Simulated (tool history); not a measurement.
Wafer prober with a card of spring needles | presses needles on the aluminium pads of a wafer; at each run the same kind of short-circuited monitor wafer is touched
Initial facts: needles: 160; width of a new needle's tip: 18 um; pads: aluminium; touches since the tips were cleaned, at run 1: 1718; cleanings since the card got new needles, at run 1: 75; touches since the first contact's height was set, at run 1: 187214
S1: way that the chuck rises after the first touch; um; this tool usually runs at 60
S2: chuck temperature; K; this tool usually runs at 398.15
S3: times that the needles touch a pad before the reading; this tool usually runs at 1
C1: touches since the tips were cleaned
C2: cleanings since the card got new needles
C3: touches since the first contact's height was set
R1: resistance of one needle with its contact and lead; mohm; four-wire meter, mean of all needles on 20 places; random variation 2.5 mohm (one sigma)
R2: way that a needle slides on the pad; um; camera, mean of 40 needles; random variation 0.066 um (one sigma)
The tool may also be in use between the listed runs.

run   hour  S1      S2  S3    C1   C2      C3   R1     R2
  1    0.0  60  398.15   1  1718   75  187214  285  14.34
      12.0  -- tips cleaned on abrasive film
      34.3  -- tips cleaned on abrasive film
  2   44.4  60  398.15   1  2409   77  197708  282  14.41
      49.3  -- height of the first contact set anew
      56.2  -- tips cleaned on abrasive film
      78.9  -- tips cleaned on abrasive film
     100.6  -- tips cleaned on abrasive film
  3  117.2  60  398.15   1  3941   80   16048  280  14.37
     122.0  -- tips cleaned on abrasive film
     143.2  -- tips cleaned on abrasive film
     166.2  -- tips cleaned on abrasive film
  4  183.4  60  398.15   1  4071   83   31673  288  14.50
     188.1  -- tips cleaned on abrasive film
     209.0  -- tips cleaned on abrasive film
     229.4  -- tips cleaned on abrasive film
     251.3  -- tips cleaned on abrasive film
  5  252.8  60  398.15   1   352   87   48058  282  14.60
     271.3  -- tips cleaned on abrasive film
     289.9  -- tips cleaned on abrasive film
     313.2  -- tips cleaned on abrasive film
  6  323.1  60  302.15   1  2356   90   64668  259  14.57
     331.9  -- tips cleaned on abrasive film
     354.0  -- tips cleaned on abrasive film
     376.2  -- tips cleaned on abrasive film
  7  385.8  60  302.15   1  2277   93   79482  252  14.56
     395.2  -- tips cleaned on abrasive film
     418.4  -- tips cleaned on abrasive film
     437.0  -- tips cleaned on abrasive film
  8  437.0  60  302.15   1     0   96   91566  254  14.69
     458.2  -- tips cleaned on abrasive film
     480.4  -- tips cleaned on abrasive film
     503.0  -- tips cleaned on abrasive film
  9  503.7  60  302.15   1   165   99  107324  260  14.61
     525.1  -- tips cleaned on abrasive film
     548.3  -- tips cleaned on abrasive film
     566.9  -- tips cleaned on abrasive film
 10  567.2  60  307.15   1    64  102  122312  259  14.73
     585.8  -- tips cleaned on abrasive film
     604.4  -- tips cleaned on abrasive film
     627.0  -- tips cleaned on abrasive film
 11  631.1  60  398.15   1   986  105  137424  285  14.54
     647.9  -- tips cleaned on abrasive film
     670.6  -- tips cleaned on abrasive film
     692.3  -- tips cleaned on abrasive film
 12  697.8  60  393.15   1  1293  108  153176  281  14.69
     705.7  -- gauge calibrated
     713.7  -- tips cleaned on abrasive film
     733.2  -- tips cleaned on abrasive film
 13  733.2  60  393.15   1     0  110  161532  284  14.41

For run 14, what comes out?
     756.4  -- tips cleaned on abrasive film
 14  771.6  60  393.15   1  3591  111  170611   ?   ?

{"run 14": {"R1": 282, "R2": 14.39}}
Were there no unlogged condition in the tool, this run, its random variation unchanged, would have produced R1 281 mohm, R2 14.36 um.

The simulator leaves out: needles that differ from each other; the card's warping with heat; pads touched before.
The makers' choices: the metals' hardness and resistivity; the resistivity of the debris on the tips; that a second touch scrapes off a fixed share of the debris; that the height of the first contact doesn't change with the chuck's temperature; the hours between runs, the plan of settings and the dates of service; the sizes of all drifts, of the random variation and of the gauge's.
